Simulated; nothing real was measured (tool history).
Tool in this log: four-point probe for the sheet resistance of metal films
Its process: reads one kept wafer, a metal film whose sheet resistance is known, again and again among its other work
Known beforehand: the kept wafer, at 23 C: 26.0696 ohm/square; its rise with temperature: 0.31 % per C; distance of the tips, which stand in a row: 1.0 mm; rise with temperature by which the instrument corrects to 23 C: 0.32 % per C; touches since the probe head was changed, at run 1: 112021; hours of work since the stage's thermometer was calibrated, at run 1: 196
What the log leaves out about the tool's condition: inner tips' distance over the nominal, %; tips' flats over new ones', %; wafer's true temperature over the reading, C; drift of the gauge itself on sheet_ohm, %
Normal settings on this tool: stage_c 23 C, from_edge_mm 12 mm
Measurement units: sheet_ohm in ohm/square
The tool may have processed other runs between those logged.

run   hour  stage_c  from_edge_mm  touches since the probe head was changed  hours of work since the stage's thermometer was calibrated  sheet_ohm
  1      0       23            12                                    112021                                                         196   26.16259
  2  112.9       23             5                                    114937                                                         256  26.610936
  3  198.5       23            12                                    117151                                                         302  26.159346
  4  249.7       23            12                                    118472                                                         329  26.158765
  5  301.1       23             4                                    119801                                                         357  26.912196
  6  364.3       20            20                                    121436                                                         391  26.110283

Forecast run 7:
  7  478.7       32             7                                    124390                                                         452          ?

sheet_ohm: 26.33193 ohm/square
Had the tool carried no hidden state, the very same run would have given sheet_ohm 26.334569 ohm/square.
